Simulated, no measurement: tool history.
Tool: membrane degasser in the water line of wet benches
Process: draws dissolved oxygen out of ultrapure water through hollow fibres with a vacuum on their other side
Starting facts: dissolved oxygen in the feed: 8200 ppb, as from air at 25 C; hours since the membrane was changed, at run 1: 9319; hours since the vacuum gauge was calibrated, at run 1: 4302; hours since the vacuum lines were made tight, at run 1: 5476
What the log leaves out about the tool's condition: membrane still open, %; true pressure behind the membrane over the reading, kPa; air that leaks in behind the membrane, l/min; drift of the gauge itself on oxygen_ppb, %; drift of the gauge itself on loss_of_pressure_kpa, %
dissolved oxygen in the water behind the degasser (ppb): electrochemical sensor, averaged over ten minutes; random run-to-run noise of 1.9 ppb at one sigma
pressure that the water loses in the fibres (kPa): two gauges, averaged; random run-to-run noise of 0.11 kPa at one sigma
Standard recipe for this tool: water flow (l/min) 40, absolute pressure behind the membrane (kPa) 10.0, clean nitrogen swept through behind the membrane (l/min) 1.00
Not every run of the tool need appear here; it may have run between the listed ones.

| run | hour | water flow (l/min) | absolute pressure behind the membrane (kPa) | clean nitrogen swept through behind the membrane (l/min) | hours since the membrane was changed | hours since the vacuum gauge was calibrated | hours since the vacuum lines were made tight | dissolved oxygen in the water behind the degasser (ppb) | pressure that the water loses in the fibres (kPa) |
|---|---|---|---|---|---|---|---|---|---|
| 1 | 0.0 | 40 | 10.0 | 1.00 | 9319 | 4302 | 5476 | 616.4 | 32.48 |
| 2 | 187.4 | 40 | 10.0 | 0.47 | 9506 | 4490 | 5663 | 961.6 | 32.57 |
|  | 411.7 | membrane cartridge changed |
| 3 | 422.6 | 40 | 10.0 | 0.47 | 11 | 4721 | 5894 | 944.0 | 30.76 |
|  | 538.5 | vacuum gauge calibrated |
| 4 | 699.3 | 40 | 7.6 | 0.47 | 287 | 161 | 6171 | 641.1 | 30.72 |
| 5 | 924.8 | 46 | 7.6 | 0.47 | 513 | 386 | 6396 | 710.2 | 35.41 |
| 6 | 1099.5 | 36 | 7.6 | 0.47 | 687 | 561 | 6571 | 591.3 | 27.78 |
|  | 1224.2 | seals of the vacuum lines changed |
| 7 | 1304.3 | 40 | 10.0 | 0.57 | 890 | 764 | 80 | 840.2 | 30.86 |
| 8 | 1468.4 | 40 | 10.0 | 1.00 | 1054 | 928 | 244 | 588.1 | 30.76 |
| 9 | 1640.3 | 40 | 10.0 | 1.00 | 1226 | 1100 | 416 | 588.6 | 31.10 |
| 10 | 1867.0 | 40 | 10.0 | 1.00 | 1453 | 1327 | 643 | 588.3 | 30.89 |
| 11 | 2146.8 | 40 | 10.0 | 1.00 | 1733 | 1606 | 923 | 595.5 | 31.01 |
| 12 | 2338.5 | 43 | 10.0 | 1.00 | 1924 | 1798 | 1114 | 629.7 | 33.50 |
| 13 | 2491.0 | 43 | 10.0 | 1.23 | 2077 | 1951 | 1267 | 551.8 | 33.54 |
| 14 | 2619.1 | 40 | 10.0 | 1.00 | 2205 | 2079 | 1395 | 593.7 | 31.31 |
| 15 | 2775.9 | 40 | 10.0 | 2.00 | 2362 | 2235 | 1552 | 371.8 | 31.41 |
| 16 | 2905.8 | 40 | 10.0 | 2.00 | 2492 | 2365 | 1682 | 373.7 | 31.19 |
| 17 | 3020.9 | 40 | 10.0 | 2.00 | 2607 | 2480 | 1797 | 375.5 | 31.18 |
| 18 | 3167.2 | 40 | 10.0 | 2.00 | 2753 | 2627 | 1943 | 376.4 | 31.21 |
| 19 | 3325.1 | 40 | 10.0 | 2.00 | 2911 | 2785 | 2101 | 378.2 | 31.22 |
| 20 | 3540.8 | 56 | 9.1 | 0.44 | 3127 | 3000 | 2317 | 1092.8 | 43.97 |
| 21 | 3806.6 | 56 | 9.5 | 0.52 | 3392 | 3266 | 2582 | 1062.4 | 44.00 |
| 22 | 3924.4 | 40 | 10.0 | 0.50 | 3510 | 3384 | 2700 | 916.6 | 31.42 |
| 23 | 4070.5 | 40 | 21.8 | 0.51 | 3656 | 3530 | 2846 | 2063.1 | 31.28 |
| 24 | 4324.2 | 36 | 10.0 | 0.78 | 3910 | 3784 | 3100 | 644.5 | 28.44 |
| 25 | 4532.6 | 36 | 10.0 | 0.78 | 4118 | 3992 | 3308 | 644.3 | 28.33 |
| 26 | 4762.8 | 43 | 10.0 | 1.29 | 4349 | 4222 | 3539 | 545.4 | 33.74 |
| 27 | 4953.3 | 42 | 10.0 | 0.79 | 4539 | 4413 | 3729 | 728.1 | 33.31 |
| 28 | 5196.8 | 42 | 10.0 | 0.79 | 4783 | 4656 | 3973 | 732.3 | 33.20 |
|  | 5375.2 | vacuum gauge calibrated |
| 29 | 5396.0 | 42 | 10.0 | 0.79 | 4981 | 21 | 4171 | 726.1 | 33.36 |
| 30 | 5514.0 | 58 | 23.8 | 2.80 | 5099 | 139 | 4289 | 1000.7 | 45.98 |
| 31 | 5775.2 | 40 | 20.1 | 3.00 | 5360 | 400 | 4550 | 581.9 | 31.72 |

Some steps in dissolved oxygen in the water behind the degasser (ppb) between neighbouring runs. How much of each would the tool show without its hidden state too (settings, what came in, random variation), and how much is left for the hidden state, with any gauge scatter that isn't in both results?
Run 2 -> 3: membrane cartridge changed. dissolved oxygen in the water behind the degasser (ppb) -17.6: hidden state -19.7, all else +2.1.
Run 3 -> 4: absolute pressure behind the membrane (kPa) 10.0 -> 7.6, vacuum gauge calibrated. dissolved oxygen in the water behind the degasser (ppb) -302.9: hidden state -11.2, all else -291.7.
Run 19 -> 20: water flow (l/min) 40 -> 56, absolute pressure behind the membrane (kPa) 10.0 -> 9.1, clean nitrogen swept through behind the membrane (l/min) 2.00 -> 0.44. dissolved oxygen in the water behind the degasser (ppb) +714.6: hidden state -0.3, all else +714.9.
Run 22 -> 23: absolute pressure behind the membrane (kPa) 10.0 -> 21.8, clean nitrogen swept through behind the membrane (l/min) 0.50 -> 0.51. dissolved oxygen in the water behind the degasser (ppb) +1146.5: hidden state -5.8, all else +1152.3.
Run 23 -> 24: water flow (l/min) 40 -> 36, absolute pressure behind the membrane (kPa) 21.8 -> 10.0, clean nitrogen swept through behind the membrane (l/min) 0.51 -> 0.78. dissolved oxygen in the water behind the degasser (ppb) -1418.6: hidden state +9.6, all else -1428.2.

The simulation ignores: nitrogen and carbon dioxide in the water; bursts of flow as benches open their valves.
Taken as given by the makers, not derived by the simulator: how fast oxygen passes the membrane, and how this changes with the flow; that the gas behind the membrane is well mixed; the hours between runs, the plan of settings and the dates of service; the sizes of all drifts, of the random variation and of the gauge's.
